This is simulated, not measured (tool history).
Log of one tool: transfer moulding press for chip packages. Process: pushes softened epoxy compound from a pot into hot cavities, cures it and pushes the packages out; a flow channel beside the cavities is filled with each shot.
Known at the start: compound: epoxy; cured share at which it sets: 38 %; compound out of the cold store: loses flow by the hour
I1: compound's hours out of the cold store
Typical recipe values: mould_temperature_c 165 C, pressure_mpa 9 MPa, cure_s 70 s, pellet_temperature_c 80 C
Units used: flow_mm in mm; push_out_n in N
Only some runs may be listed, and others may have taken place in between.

{"run": 1, "hour": 0.0, "mould_temperature_c": 165, "pressure_mpa": 9, "cure_s": 70, "pellet_temperature_c": 80, "I1": 21.1, "flow_mm": 636, "push_out_n": 832}
{"hour": 7.6, "done": "cavities cleaned with cleaning compound and waxed"}
{"run": 2, "hour": 30.7, "mould_temperature_c": 165, "pressure_mpa": 9, "cure_s": 70, "pellet_temperature_c": 80, "I1": 46.5, "flow_mm": 559, "push_out_n": 703}
{"hour": 57.1, "done": "mould's thermocouples calibrated"}
{"hour": 72.9, "done": "cavities cleaned with cleaning compound and waxed"}
{"run": 3, "hour": 92.7, "mould_temperature_c": 165, "pressure_mpa": 9, "cure_s": 70, "pellet_temperature_c": 80, "I1": 31.3, "flow_mm": 585, "push_out_n": 668}
{"hour": 134.8, "done": "cavities cleaned with cleaning compound and waxed"}
{"run": 4, "hour": 134.8, "mould_temperature_c": 165, "pressure_mpa": 9, "cure_s": 70, "pellet_temperature_c": 80, "I1": 15, "flow_mm": 627, "push_out_n": 516}
{"run": 5, "hour": 164.0, "mould_temperature_c": 165, "pressure_mpa": 9, "cure_s": 109, "pellet_temperature_c": 80, "I1": 19.7, "flow_mm": 608, "push_out_n": 548}
{"hour": 199.0, "done": "cavities cleaned with cleaning compound and waxed"}
{"hour": 210.4, "done": "plunger's sealing rings changed"}
{"run": 6, "hour": 229.3, "mould_temperature_c": 165, "pressure_mpa": 9, "cure_s": 70, "pellet_temperature_c": 80, "I1": 23.5, "flow_mm": 649, "push_out_n": 710}
{"hour": 260.4, "done": "cavities cleaned with cleaning compound and waxed"}
{"run": 7, "hour": 268.2, "mould_temperature_c": 167, "pressure_mpa": 9, "cure_s": 70, "pellet_temperature_c": 80, "I1": 35.9, "flow_mm": 600, "push_out_n": 562}
{"run": 8, "hour": 296.6, "mould_temperature_c": 167, "pressure_mpa": 9, "cure_s": 70, "pellet_temperature_c": 80, "I1": 8.2, "flow_mm": 675, "push_out_n": 709}
{"hour": 324.4, "done": "cavities cleaned with cleaning compound and waxed"}
{"run": 9, "hour": 360.7, "mould_temperature_c": 167, "pressure_mpa": 9, "cure_s": 70, "pellet_temperature_c": 80, "I1": 39.4, "flow_mm": 568, "push_out_n": 658}
{"hour": 386.9, "done": "cavities cleaned with cleaning compound and waxed"}
{"run": 10, "hour": 424.7, "mould_temperature_c": 167, "pressure_mpa": 9, "cure_s": 70, "pellet_temperature_c": 80, "I1": 36.7, "flow_mm": 565, "push_out_n": 671}
{"hour": 448.1, "done": "cavities cleaned with cleaning compound and waxed"}
{"run": 11, "hour": 491.3, "mould_temperature_c": 165, "pressure_mpa": 10.76, "cure_s": 70, "pellet_temperature_c": 80, "I1": 18, "flow_mm": 674, "push_out_n": 782}
{"hour": 510.2, "done": "cavities cleaned with cleaning compound and waxed"}
{"hour": 545.5, "done": "plunger's sealing rings changed"}
{"run": 12, "hour": 550.7, "mould_temperature_c": 165, "pressure_mpa": 10.76, "cure_s": 70, "pellet_temperature_c": 80, "I1": 29.4, "flow_mm": 686, "push_out_n": 779}
{"hour": 573.8, "done": "cavities cleaned with cleaning compound and waxed"}
{"run": 13, "hour": 603.7, "mould_temperature_c": 165, "pressure_mpa": 10.76, "cure_s": 70, "pellet_temperature_c": 80, "I1": 31.4, "flow_mm": 669, "push_out_n": 734}
{"hour": 635.8, "done": "cavities cleaned with cleaning compound and waxed"}
{"run": 14, "hour": 657.5, "mould_temperature_c": 162, "pressure_mpa": 10.76, "cure_s": 70, "pellet_temperature_c": 80, "I1": 37.2, "flow_mm": 652, "push_out_n": 823}
{"hour": 695.7, "done": "cavities cleaned with cleaning compound and waxed"}
{"run": 15, "hour": 708.1, "mould_temperature_c": 158, "pressure_mpa": 8.43, "cure_s": 70, "pellet_temperature_c": 80, "I1": 32.8, "flow_mm": 589, "push_out_n": 1042}
{"run": 16, "hour": 740.9, "mould_temperature_c": 158, "pressure_mpa": 9.98, "cure_s": 70, "pellet_temperature_c": 80, "I1": 45, "flow_mm": 597, "push_out_n": 1133}
{"hour": 760.4, "done": "cavities cleaned with cleaning compound and waxed"}
{"run": 17, "hour": 791.1, "mould_temperature_c": 165, "pressure_mpa": 10.1, "cure_s": 70, "pellet_temperature_c": 72, "I1": 16.2, "flow_mm": 668, "push_out_n": 782}
{"hour": 820.4, "done": "cavities cleaned with cleaning compound and waxed"}
{"run": 18, "hour": 856.7, "mould_temperature_c": 167, "pressure_mpa": 9, "cure_s": 51, "pellet_temperature_c": 80, "I1": 28.2, "flow_mm": 571, "push_out_n": 1554}
{"hour": 863.2, "done": "mould's thermocouples calibrated"}
{"hour": 883.3, "done": "plunger's sealing rings changed"}
{"hour": 884.8, "done": "cavities cleaned with cleaning compound and waxed"}
{"run": 19, "hour": 896.1, "mould_temperature_c": 167, "pressure_mpa": 9, "cure_s": 51, "pellet_temperature_c": 80, "I1": 29.7, "flow_mm": 620, "push_out_n": 1251}
{"run": 20, "hour": 937.8, "mould_temperature_c": 167, "pressure_mpa": 9, "cure_s": 51, "pellet_temperature_c": 80, "I1": 45.4, "flow_mm": 573, "push_out_n": 1501}
{"hour": 945.4, "done": "cavities cleaned with cleaning compound and waxed"}
{"run": 21, "hour": 986.1, "mould_temperature_c": 167, "pressure_mpa": 9, "cure_s": 51, "pellet_temperature_c": 80, "I1": 40.8, "flow_mm": 575, "push_out_n": 1462}
{"hour": 1008.5, "done": "cavities cleaned with cleaning compound and waxed"}
{"run": 22, "hour": 1016.5, "mould_temperature_c": 166, "pressure_mpa": 7.25, "cure_s": 70, "pellet_temperature_c": 74, "I1": 31.9, "flow_mm": 542, "push_out_n": 549}
{"hour": 1067.8, "done": "cavities cleaned with cleaning compound and waxed"}
{"run": 23, "hour": 1084.6, "mould_temperature_c": 166, "pressure_mpa": 9.84, "cure_s": 70, "pellet_temperature_c": 74, "I1": 8.1, "flow_mm": 696, "push_out_n": 683}
{"hour": 1127.4, "done": "cavities cleaned with cleaning compound and waxed"}
{"run": 24, "hour": 1132.1, "mould_temperature_c": 166, "pressure_mpa": 9.84, "cure_s": 70, "pellet_temperature_c": 74, "I1": 47.8, "flow_mm": 564, "push_out_n": 513}
{"hour": 1186.9, "done": "cavities cleaned with cleaning compound and waxed"}
{"run": 25, "hour": 1194.1, "mould_temperature_c": 173, "pressure_mpa": 6.85, "cure_s": 75, "pellet_temperature_c": 73, "I1": 10.3, "flow_mm": 544, "push_out_n": 435}
{"hour": 1219.9, "done": "plunger's sealing rings changed"}
{"hour": 1250.0, "done": "cavities cleaned with cleaning compound and waxed"}
{"run": 26, "hour": 1252.8, "mould_temperature_c": 173, "pressure_mpa": 6.85, "cure_s": 75, "pellet_temperature_c": 73, "I1": 36.9, "flow_mm": 510, "push_out_n": 407}

Consider 4 possible next runs. They are alternatives, not a sequence: every one starts from the tool as it was left by run 26. What does each give?
{"hour": 1312.4, "done": "cavities cleaned with cleaning compound and waxed"}
{"run": "A", "hour": 1318.8, "mould_temperature_c": 173, "pressure_mpa": 9.01, "cure_s": 72, "pellet_temperature_c": 86, "I1": 20.1, "flow_mm": "?", "push_out_n": "?"}
{"hour": 1312.4, "done": "cavities cleaned with cleaning compound and waxed"}
{"run": "B", "hour": 1318.8, "mould_temperature_c": 170, "pressure_mpa": 6.85, "cure_s": 70, "pellet_temperature_c": 74, "I1": 10.1, "flow_mm": "?", "push_out_n": "?"}
{"hour": 1312.4, "done": "cavities cleaned with cleaning compound and waxed"}
{"run": "C", "hour": 1318.8, "mould_temperature_c": 173, "pressure_mpa": 10.6, "cure_s": 70, "pellet_temperature_c": 79, "I1": 47.4, "flow_mm": "?", "push_out_n": "?"}
{"hour": 1312.4, "done": "cavities cleaned with cleaning compound and waxed"}
{"run": "D", "hour": 1318.8, "mould_temperature_c": 165, "pressure_mpa": 10.15, "cure_s": 70, "pellet_temperature_c": 73, "I1": 14.2, "flow_mm": "?", "push_out_n": "?"}

run=A flow_mm=626 push_out_n=434
run=B flow_mm=578 push_out_n=508
run=C flow_mm=594 push_out_n=445
run=D flow_mm=699 push_out_n=644
What these runs would have given with no unlogged condition in the tool:
run=A flow_mm=644 push_out_n=370
run=B flow_mm=594 push_out_n=433
run=C flow_mm=610 push_out_n=380
run=D flow_mm=719 push_out_n=548
